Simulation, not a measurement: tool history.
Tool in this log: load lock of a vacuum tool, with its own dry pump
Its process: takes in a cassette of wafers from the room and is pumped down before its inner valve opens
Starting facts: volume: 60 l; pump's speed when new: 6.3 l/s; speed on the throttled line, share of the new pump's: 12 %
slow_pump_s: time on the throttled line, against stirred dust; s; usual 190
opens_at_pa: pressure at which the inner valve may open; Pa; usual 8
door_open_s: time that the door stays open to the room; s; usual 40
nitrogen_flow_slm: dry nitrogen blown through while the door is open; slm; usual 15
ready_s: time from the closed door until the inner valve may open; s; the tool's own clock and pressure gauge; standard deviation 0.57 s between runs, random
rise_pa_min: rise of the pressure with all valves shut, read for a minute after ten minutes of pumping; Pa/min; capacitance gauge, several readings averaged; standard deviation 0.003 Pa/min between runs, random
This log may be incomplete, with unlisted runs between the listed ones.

run,hour,slow_pump_s,opens_at_pa,door_open_s,nitrogen_flow_slm,"incoming humidity of the room's air, %",ready_s,rise_pa_min
1,0.0,190,8,40,15,47.8,261.7,0.639
2,152.6,190,8,40,15,42.7,261.6,0.645
3,344.7,190,8,40,15,49.3,262.3,0.647
4,498.3,190,8,40,15,45.5,262.2,0.667
5,618.9,190,8,40,15,49.2,262.7,0.686
6,855.9,190,8,40,15,46.3,263.6,0.676
7,1125.3,190,8,40,15,47.6,262.1,0.703
8,1367.3,171,8,40,15,46.5,245.4,0.703
9,1498.4,171,8,40,15,45.3,244.5,0.730
# hour 1593.2: door's seal changed, seat wiped
10,1670.6,171,8,40,15,44.0,246.6,0.032
11,1805.8,171,8,40,15,44.5,246.8,0.032
12,2025.0,190,8,40,20,41.0,263.3,0.029
13,2243.7,190,8,40,20,42.3,263.4,0.035
14,2383.0,190,8,40,27,43.4,263.4,0.031
15,2654.0,190,8,40,27,47.3,262.5,0.033
16,2896.3,190,8,40,27,43.7,263.3,0.043
17,3103.0,190,8,40,27,43.4,264.1,0.040
18,3384.3,190,8,40,18,44.1,262.2,0.050
19,3671.4,378,8,40,15,44.5,427.7,0.060
20,3950.1,378,8,40,15,49.7,424.9,0.064
21,4091.2,129,11,87,15,42.3,207.5,0.074
22,4315.5,197,14,100,5,42.5,263.5,0.093
23,4483.2,197,14,100,5,41.8,263.9,0.091
24,4642.3,172,9,45,35,46.0,247.2,0.073
25,4850.0,172,9,45,35,43.8,247.1,0.067
26,5059.3,172,9,45,35,42.3,246.6,0.069
27,5310.0,172,9,45,35,45.5,246.5,0.083
28,5517.9,172,9,56,35,45.1,246.9,0.086
29,5773.4,190,8,34,15,43.6,263.3,0.099
30,5987.5,135,8,40,30,45.6,217.9,0.095
31,6138.4,190,15,186,20,41.8,257.2,0.110
32,6316.9,190,8,44,15,45.9,265.3,0.110
33,6576.7,105,8,40,17,44.6,190.8,0.111
34,6831.3,213,7,40,11,46.0,285.9,0.128
35,7112.8,213,7,50,7,49.2,286.3,0.137
36,7388.5,119,7,40,15,42.8,205.1,0.132

5 ways to go on from here, each from the tool as it stands after run 36. What would each give?
A,7656.1,119,7,40,11,42.8,?,?
B,7656.1,119,7,131,15,46.0,?,?
C,7656.1,358,8,40,15,41.4,?,?
D,7656.1,119,16,38,15,45.2,?,?
E,7656.1,218,7,228,15,49.7,?,?

run,ready_s,rise_pa_min
A,205.6,0.137
B,205.0,0.157
C,410.2,0.135
D,196.6,0.140
E,291.3,0.161
With the hidden condition removed and each run's random variation left untouched, the same runs would have given:
run,ready_s,rise_pa_min
A,196.9,0.032
B,196.4,0.050
C,405.0,0.031
D,188.6,0.033
E,283.7,0.054
